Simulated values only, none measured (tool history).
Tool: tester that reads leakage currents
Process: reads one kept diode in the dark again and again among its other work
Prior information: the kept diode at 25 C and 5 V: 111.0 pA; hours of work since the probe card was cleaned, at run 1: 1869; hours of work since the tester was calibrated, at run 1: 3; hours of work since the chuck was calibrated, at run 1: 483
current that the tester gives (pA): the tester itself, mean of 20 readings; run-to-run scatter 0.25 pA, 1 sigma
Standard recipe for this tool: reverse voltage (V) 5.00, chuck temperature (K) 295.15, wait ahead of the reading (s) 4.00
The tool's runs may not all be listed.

| run | hour | reverse voltage (V) | chuck temperature (K) | wait ahead of the reading (s) | hours of work since the probe card was cleaned | hours of work since the tester was calibrated | hours of work since the chuck was calibrated | current that the tester gives (pA) |
|---|---|---|---|---|---|---|---|---|
| 1 | 0.0 | 5.00 | 295.15 | 4.00 | 1869 | 3 | 483 | 83.14 |
| 2 | 160.2 | 5.00 | 295.15 | 4.00 | 1964 | 97 | 578 | 83.55 |
|  | 276.3 | chuck's temperature calibrated |
| 3 | 302.4 | 5.00 | 295.15 | 4.00 | 2046 | 179 | 15 | 82.70 |
| 4 | 548.0 | 5.00 | 295.15 | 4.00 | 2191 | 324 | 160 | 83.19 |
| 5 | 761.5 | 5.00 | 295.15 | 4.00 | 2316 | 449 | 285 | 83.10 |
| 6 | 875.0 | 5.00 | 295.15 | 4.00 | 2383 | 516 | 352 | 83.41 |
| 7 | 987.8 | 5.00 | 310.15 | 4.00 | 2449 | 582 | 418 | 340.53 |
| 8 | 1121.1 | 5.00 | 310.15 | 2.03 | 2528 | 661 | 497 | 341.25 |
| 9 | 1235.1 | 5.00 | 310.15 | 2.03 | 2595 | 728 | 564 | 341.31 |
| 10 | 1342.4 | 5.00 | 310.15 | 2.03 | 2658 | 791 | 627 | 339.68 |
|  | 1383.3 | chuck's temperature calibrated |
| 11 | 1482.9 | 5.00 | 297.15 | 2.03 | 2739 | 872 | 59 | 101.27 |
| 12 | 1718.0 | 5.00 | 297.15 | 2.03 | 2877 | 1011 | 197 | 101.51 |
| 13 | 1861.5 | 5.00 | 297.15 | 2.03 | 2962 | 1095 | 281 | 101.88 |
| 14 | 2004.0 | 5.00 | 297.15 | 2.03 | 3046 | 1179 | 365 | 102.10 |
| 15 | 2133.8 | 5.00 | 297.15 | 2.03 | 3122 | 1255 | 441 | 101.39 |
| 16 | 2336.4 | 5.00 | 297.15 | 2.03 | 3241 | 1374 | 560 | 101.70 |
|  | 2439.0 | probe card cleaned and baked |
|  | 2495.6 | chuck's temperature calibrated |
| 17 | 2581.1 | 5.00 | 327.15 | 4.00 | 82 | 1515 | 50 | 1441.03 |
| 18 | 2699.4 | 18.23 | 301.15 | 0.99 | 152 | 1585 | 120 | 231.51 |
| 19 | 2904.0 | 18.23 | 301.15 | 0.99 | 272 | 1705 | 240 | 233.52 |
| 20 | 3056.8 | 5.00 | 312.15 | 1.27 | 362 | 1795 | 330 | 407.46 |
| 21 | 3299.7 | 5.00 | 294.15 | 1.60 | 505 | 1938 | 473 | 76.11 |
|  | 3467.2 | tester calibrated |
| 22 | 3488.8 | 4.08 | 293.15 | 1.98 | 615 | 13 | 583 | 63.97 |
|  | 3593.3 | chuck's temperature calibrated |
| 23 | 3668.8 | 1.01 | 305.15 | 0.41 | 720 | 117 | 44 | 127.14 |

Each row is a separate what-if for the run after 23, all from the same tool condition, not one after another. Results?
| A | 3780.7 | 1.01 | 294.15 | 0.41 | 785 | 183 | 110 | ? |
| B | 3780.7 | 2.27 | 306.15 | 0.41 | 785 | 183 | 110 | ? |
| C | 3780.7 | 1.10 | 305.15 | 0.41 | 785 | 183 | 110 | ? |
| D | 3780.7 | 1.40 | 323.15 | 2.31 | 785 | 183 | 110 | ? |

| run | current that the tester gives (pA) |
|---|---|
| A | 45.01 |
| B | 183.43 |
| C | 130.65 |
| D | 681.38 |
With the hidden condition removed and each run's random variation left untouched, the same runs would have given:
| run | current that the tester gives (pA) |
|---|---|
| A | 45.01 |
| B | 183.41 |
| C | 130.64 |
| D | 681.32 |
